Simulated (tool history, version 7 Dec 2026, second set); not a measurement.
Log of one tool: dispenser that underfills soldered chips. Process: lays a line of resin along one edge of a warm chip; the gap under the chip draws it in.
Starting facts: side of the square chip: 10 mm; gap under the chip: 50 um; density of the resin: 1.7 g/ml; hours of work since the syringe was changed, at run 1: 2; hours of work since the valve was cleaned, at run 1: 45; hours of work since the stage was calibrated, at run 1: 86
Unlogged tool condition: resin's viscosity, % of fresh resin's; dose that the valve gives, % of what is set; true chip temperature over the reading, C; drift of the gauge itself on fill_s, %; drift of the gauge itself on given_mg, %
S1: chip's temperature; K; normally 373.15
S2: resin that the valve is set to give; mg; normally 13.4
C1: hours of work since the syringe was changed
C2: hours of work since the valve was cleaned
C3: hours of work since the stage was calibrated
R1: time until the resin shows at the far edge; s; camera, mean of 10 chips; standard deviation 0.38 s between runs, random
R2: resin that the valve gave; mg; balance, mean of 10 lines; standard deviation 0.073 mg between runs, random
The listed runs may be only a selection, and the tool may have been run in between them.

run   hour      S1    S2  C1  C2   C3    R1     R2
  1      0  373.15  13.4   2  45   86  25.1  13.05
  2    4.3  373.15  13.4   5  48   89  27.9     13
       5.2  -- new syringe of resin
  3    6.8  373.15  13.4   1  49   91  22.7  13.09
  4   10.9  373.15  13.4   4  52   93  25.3  13.06
  5   12.8  383.15  13.4   5  53   94  19.6  12.95
      14.1  -- new syringe of resin
  6   16.7  364.15  13.4   2  55   97  31.6  12.95
  7   20.9  364.15  13.4   4  58   99  34.1  12.97
      22.3  -- dispensing valve cleaned and set on the balance
      24.1  -- new syringe of resin
  8   24.8  373.15  16.4   0   1  101  22.8  16.41
  9   27.2  373.15  16.4   2   3  103  23.6  16.22
 10   31.6  373.15  16.4   5   6  105  27.3  16.38
      33.1  -- new syringe of resin
 11   35.8  373.15  16.4   2   8  108  24.2  16.43
 12   37.8  373.15  16.4   3  10  109  24.3  16.35
 13   40.2  373.15  13.4   5  11  111  26.8  13.34
      41.9  -- new syringe of resin
 14   43.1  373.15  14.1   1  13  112  22.6     14
 15   45.7  373.15  14.1   2  14  114  23.6  13.98
 16   47.6  373.15  14.1   4  16  115  25.4  13.84
      50.6  -- new syringe of resin
 17   50.8  378.15  13.4   0  17  117  19.4  13.18
 18   55.4  378.15  13.4   3  20  120  21.5  13.34
 19     58  381.15  12.5   5  22  122    22  12.23
      59.6  -- new syringe of resin
 20   62.7  387.15  14.8   2  25  124  16.5   14.6
 21   64.8  378.15  12.3   3  26  126  23.3  12.06
 22   66.7  366.15  16.9   5  27  127  33.8  16.52
      68.5  -- new syringe of resin
 23   70.5  387.15  13.4   1  30  129  15.8  13.11
 24   74.9  379.15  14.1   4  32  132  22.4  13.89
      77.3  -- new syringe of resin
 25   78.3  372.15  12.6   1  34  134  23.5  12.36
 26     83  377.15    17   4  37  137  22.1  16.58
 27   85.2  386.15    16   5  39  138  18.6   15.6
      86.3  -- new syringe of resin
 28   87.6  386.15    16   1  40  140  15.8  15.57
 29   90.1  376.15  11.6   2  42  141  23.2  11.18
        95  -- new syringe of resin
 30     95  376.15  11.6   0  45  144  20.7  11.26
 31   99.4  373.15  17.2   3  47  147  24.3  16.57
 32  102.4  371.15  16.4   5  49  149  27.2  15.94
     103.8  -- new syringe of resin
 33  106.1  371.15  16.4   1  52  151    25  15.85
 34    109  371.15  16.4   3  53  153  26.7  15.86
     112.7  -- new syringe of resin
 35    113  371.15  16.4   0  56  155  23.1  15.89

How would selected steps in R1 from run to run divide? Give the signed amount a tool lacking its hidden state would still show from settings, what came in and random variation, and the signed amount left for the hidden state, including any gauge scatter that is not in both of the compared results.
Run 2 -> 3: new syringe of resin. R1 -5.2 s: hidden state -4.4, all else -0.8.
Run 5 -> 6: S1 383.15 -> 364.15, new syringe of resin. R1 +12 s: hidden state -1.6, all else +13.6.
Run 7 -> 8: S1 364.15 -> 373.15, S2 13.4 -> 16.4, dispensing valve cleaned and set on the balance, new syringe of resin. R1 -11.3 s: hidden state -4.9, all else -6.4.
Run 22 -> 23: S1 366.15 -> 387.15, S2 16.9 -> 13.4, new syringe of resin. R1 -18 s: hidden state -4.9, all else -13.1.
